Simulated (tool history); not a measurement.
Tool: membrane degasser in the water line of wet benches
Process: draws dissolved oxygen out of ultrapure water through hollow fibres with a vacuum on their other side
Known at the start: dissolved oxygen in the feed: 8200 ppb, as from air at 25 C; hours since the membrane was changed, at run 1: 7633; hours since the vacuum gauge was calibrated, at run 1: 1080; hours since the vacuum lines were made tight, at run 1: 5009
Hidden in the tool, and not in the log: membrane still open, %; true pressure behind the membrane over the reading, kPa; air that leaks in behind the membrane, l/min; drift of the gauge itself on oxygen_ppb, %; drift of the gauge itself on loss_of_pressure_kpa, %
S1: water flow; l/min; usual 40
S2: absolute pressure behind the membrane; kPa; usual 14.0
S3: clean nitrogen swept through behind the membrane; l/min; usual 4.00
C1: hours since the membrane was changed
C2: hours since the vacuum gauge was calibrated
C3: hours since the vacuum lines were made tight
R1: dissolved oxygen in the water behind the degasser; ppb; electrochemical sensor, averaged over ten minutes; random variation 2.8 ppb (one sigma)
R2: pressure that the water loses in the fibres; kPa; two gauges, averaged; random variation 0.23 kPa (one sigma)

run	hour	S1	S2	S3	C1	C2	C3	R1	R2
1	0.0	40	14.0	4.00	7633	1080	5009	287.3	59.25
2	176.8	40	33.6	4.00	7810	1257	5186	706.5	58.49
3	360.3	40	33.6	4.00	7993	1441	5370	706.5	59.64
4	469.3	36	33.6	4.00	8102	1550	5479	638.9	53.16
5	629.4	40	14.0	4.00	8262	1710	5639	291.4	59.75
6	733.1	40	14.0	4.00	8366	1814	5742	288.1	59.44
7	884.9	40	14.0	4.00	8518	1965	5894	295.1	59.49
8	1074.0	28	14.0	4.00	8707	2154	6083	194.3	41.57
9	1258.5	40	14.0	4.00	8891	2339	6268	288.9	60.09
10	1352.9	40	14.0	4.00	8986	2433	6362	291.5	59.69
# hour 1367.5: vacuum gauge calibrated
11	1538.7	40	14.0	4.00	9171	171	6547	294.4	59.48
12	1700.1	40	14.0	4.00	9332	333	6709	292.9	59.72
13	1809.0	40	13.0	4.00	9441	442	6818	271.3	59.91
14	1942.9	40	13.0	4.00	9575	575	6952	273.1	59.77
15	2066.4	40	13.0	4.00	9699	699	7075	277.6	59.28
16	2200.3	40	14.0	4.00	9833	833	7209	299.1	59.92
17	2401.2	58	14.0	4.00	10034	1034	7410	457.3	87.38
# hour 2469.3: vacuum gauge calibrated, once more
18	2537.6	24	14.0	1.78	10170	68	7546	334.0	36.29
19	2703.5	28	14.0	1.85	10335	234	7712	377.7	42.41
20	2819.8	54	9.7	6.00	10452	350	7828	227.8	81.56
21	2913.6	47	14.0	3.52	10545	444	7922	388.3	70.87
22	3070.3	47	14.0	3.52	10702	601	8079	382.7	70.77
23	3196.6	31	13.0	3.52	10828	727	8205	221.8	46.80
24	3338.3	42	13.0	3.52	10970	869	8347	315.0	63.48
25	3495.2	42	13.0	3.52	11127	1026	8503	324.3	63.44
26	3661.4	42	13.0	3.52	11293	1192	8670	316.7	63.86
27	3861.0	42	13.0	3.52	11493	1392	8869	315.4	63.96
28	3986.5	42	13.0	3.52	11618	1517	8995	319.3	63.62
29	4185.3	58	19.8	7.84	11817	1716	9194	395.8	88.55
# hour 4268.2: seals of the vacuum lines changed
30	4320.5	58	19.8	7.84	11950	1849	52	403.9	88.54
31	4404.6	58	19.8	7.84	12035	1933	136	402.9	88.90
32	4563.4	25	15.8	11.45	12193	2092	295	77.3	38.01
33	4725.1	25	15.8	11.45	12355	2254	457	78.4	37.83

Forecast each of these 3 alternatives for the next run:
A	4874.4	57	9.5	5.93	12504	2403	606	?	?
B	4874.4	25	32.9	11.45	12504	2403	606	?	?
C	4874.4	40	13.9	4.00	12504	2403	606	?	?

run	R1	R2
A	258.8	87.30
B	168.3	38.18
C	291.7	61.69
Without the tool's hidden state the same runs would have given:
run	R1	R2
A	221.5	80.58
B	163.0	35.24
C	272.8	56.95
